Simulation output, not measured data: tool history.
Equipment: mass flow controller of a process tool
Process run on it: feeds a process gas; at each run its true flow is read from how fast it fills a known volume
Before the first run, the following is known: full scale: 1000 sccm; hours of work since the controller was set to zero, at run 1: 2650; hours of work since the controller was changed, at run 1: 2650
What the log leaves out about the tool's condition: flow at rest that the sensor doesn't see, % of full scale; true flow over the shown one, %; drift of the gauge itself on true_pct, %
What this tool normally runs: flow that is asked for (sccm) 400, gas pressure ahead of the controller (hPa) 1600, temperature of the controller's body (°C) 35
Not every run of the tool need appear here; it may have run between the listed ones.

run	day	flow that is asked for (sccm)	gas pressure ahead of the controller (hPa)	temperature of the controller's body (°C)	hours of work since the controller was set to zero	hours of work since the controller was changed	true flow (%)
1	0	400	1600	35	2650	2650	99.63
2	6.8	400	1600	35	2780	2780	99.54
3	17.296	400	1600	24	2981	2981	98.67
4	23.929	400	1600	24	3107	3107	98.67
5	37.708	400	1590	35	3371	3371	99.68
6	46.538	400	2340	35	3539	3539	99.41
7	59.817	400	1600	30	3793	3793	99.18
8	67.933	400	1600	35	3948	3948	99.46
9	79.317	400	1600	35	4165	4165	99.72
10	92.796	200	1600	35	4423	4423	99.16
11	103.546	200	1600	27	4628	4628	98.39
12	113.4	200	2280	27	4816	4816	98.25
13	125.896	200	2280	27	5055	5055	98.4
14	136.417	200	2280	27	5256	5256	98.18
15	147.054	200	2280	27	5459	5459	98.27
16	157.646	200	2280	27	5662	5662	98.32
# day 162.967: controller exchanged for a calibrated one
17	165.821	200	2280	27	55	55	98.23
18	175.588	200	2280	27	241	241	98.22
19	182.512	200	2280	27	373	373	98.33
20	189.488	280	1600	35	507	507	99.34
21	197.733	400	1600	35	664	664	99.49
22	206.183	400	1600	35	826	826	99.56
23	221.283	400	1600	35	1114	1114	99.55
24	233.338	297	1600	35	1344	1344	99.31
25	242.854	297	1600	35	1526	1526	99.42
26	259.254	297	1770	35	1839	1839	99.24
27	269.812	297	1770	35	2041	2041	99.29
28	277.912	160	1600	35	2196	2196	99.1
29	292.529	160	1600	35	2475	2475	99.08
30	307.212	160	1780	35	2755	2755	99.03
31	323.612	110	1600	35	3069	3069	98.96
32	332.021	622	1600	35	3229	3229	100.12
33	339.429	766	1600	20	3371	3371	99.27
34	352.604	766	1600	20	3622	3622	99.22
35	367.421	856	1880	28	3905	3905	100.06
36	382.104	401	2110	28	4186	4186	98.86
37	391.254	691	1670	29	4361	4361	99.77
38	404.879	434	1670	29	4621	4621	99.12
39	421.071	434	2160	35	4930	4930	99.59
40	436.512	400	1990	25	5225	5225	98.54
41	446.242	139	1600	26	5411	5411	98.34
42	462.317	139	1600	26	5718	5718	98.27
# day 464.908: controller exchanged for a calibrated one
43	478.692	126	1600	37	263	263	99.21
44	493.592	126	1600	37	548	548	99.13
45	502.075	376	1600	37	710	710	99.81
46	509.808	376	1600	37	858	858	99.67
47	517.292	747	1840	37	1001	1001	100.51

For each entry between runs, how does the tool's hidden state at the last listed run before it compare with that at the first listed run after it?
After run 16, before run 17: controller exchanged for a calibrated one (day 162.967)
  flow at rest that the sensor doesn't see, % of full scale: 0.012 -> 0; true flow over the shown one, %: -0.04 -> 0
After run 42, before run 43: controller exchanged for a calibrated one (day 464.908)
  flow at rest that the sensor doesn't see, % of full scale: 0.012 -> 0.001; true flow over the shown one, %: -0.04 -> 0
